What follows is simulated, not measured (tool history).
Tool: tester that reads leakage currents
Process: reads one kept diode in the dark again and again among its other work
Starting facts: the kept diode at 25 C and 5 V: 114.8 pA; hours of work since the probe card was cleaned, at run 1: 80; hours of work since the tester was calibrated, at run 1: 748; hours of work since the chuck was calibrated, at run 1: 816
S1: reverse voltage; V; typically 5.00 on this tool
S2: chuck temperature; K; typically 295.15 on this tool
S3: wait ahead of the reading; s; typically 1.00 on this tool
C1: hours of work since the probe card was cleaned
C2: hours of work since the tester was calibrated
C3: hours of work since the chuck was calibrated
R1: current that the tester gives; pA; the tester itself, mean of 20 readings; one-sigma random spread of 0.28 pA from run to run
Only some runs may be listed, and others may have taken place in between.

run    hour     S1      S2    S3   C1    C2    C3       R1
  1     0.0   5.00  295.15  1.00   80   748   816    91.73
  2    24.0   5.00  295.15  1.00   93   762   830    91.68
  3    50.7   5.00  295.15  1.00  109   778   845    91.49
  4    93.2   5.00  295.15  1.00  133   802   870    91.30
  5   134.1   5.00  295.15  1.00  156   825   893    91.79
  6   171.1   5.00  295.15  1.00  178   846   914    91.74
  7   198.1   5.00  295.15  1.00  193   862   930    91.74
  8   228.5   5.00  326.15  1.00  210   879   947   824.74
  9   247.4   5.00  326.15  1.00  221   890   958   822.53
 10   271.5   5.00  326.15  1.00  235   904   972   821.66
 11   299.9   5.00  295.15  1.00  251   920   988    90.90
 12   336.8   5.00  295.15  1.52  272   941  1009    91.37
 13   360.4   1.02  295.15  1.52  286   955  1023    40.49
 14   395.5   1.02  295.15  1.52  306   975  1043    40.51
 15   439.6   1.02  295.15  1.52  331  1000  1068    40.63
 16   461.0   5.00  295.15  1.00  343  1012  1080    91.70
 17   483.5   5.00  295.15  1.00  356  1025  1093    91.64
 18   517.8   5.00  309.15  1.00  376  1045  1113   259.83
 19   555.8   5.00  309.15  1.00  398  1066  1134   261.36
 20   587.0   5.00  309.15  1.00  415  1084  1152   260.45
 21   616.4   1.65  297.15  1.00  432  1101  1169    60.25
 22   637.9   5.00  319.15  1.00  445  1113  1181   515.87
 23   672.0  13.68  330.15  9.80  464  1133  1201  1782.13
 24   693.4   1.35  325.15  0.62  476  1145  1213   395.70
 25   723.7   1.35  325.15  0.62  494  1163  1230   396.85
 26   760.1   3.30  318.15  0.81  514  1183  1251   394.03
 27   788.6   3.30  318.15  0.81  531  1200  1268   395.03
 28   810.3  13.67  295.15  1.00  543  1212  1280   153.24
 29   852.6   5.92  295.15  0.96  567  1236  1304   100.09
 30   875.5  19.40  295.15  3.35  580  1249  1317   182.67
 31   909.8   2.93  295.15  3.28  600  1269  1337    69.63
 32   951.4   4.61  328.15  3.77  624  1293  1361   899.81
 33   982.6   5.00  295.15  0.78  642  1311  1379    91.45
 34  1021.1   1.71  294.15  1.98  664  1333  1401    48.79
 35  1062.3   1.71  294.15  1.98  687  1356  1424    48.75
 36  1104.1   7.65  312.15  2.95  711  1380  1448   401.46
 37  1135.0   3.11  312.15  9.18  729  1398  1466   252.68
 38  1163.5   3.11  312.15  9.18  745  1414  1482   252.20
 39  1195.4   3.11  312.15  9.18  764  1432  1500   253.11

Below are 4 alternative next runs, each starting from the tool's condition after run 39. Predict each:
  A  1224.4  6.96  295.15  1.00  780  1449  1517   ?
  B  1224.4  1.95  312.15  9.18  780  1449  1517   ?
  C  1224.4  1.00  327.15  2.80  780  1449  1517   ?
  D  1224.4  3.11  293.15  9.18  780  1449  1517   ?

run      R1
  A  108.95
  B  198.94
  C  386.75
  D   60.91
What these runs would have given with no unlogged condition in the tool:
run      R1
  A  108.89
  B  198.86
  C  386.60
  D   60.88

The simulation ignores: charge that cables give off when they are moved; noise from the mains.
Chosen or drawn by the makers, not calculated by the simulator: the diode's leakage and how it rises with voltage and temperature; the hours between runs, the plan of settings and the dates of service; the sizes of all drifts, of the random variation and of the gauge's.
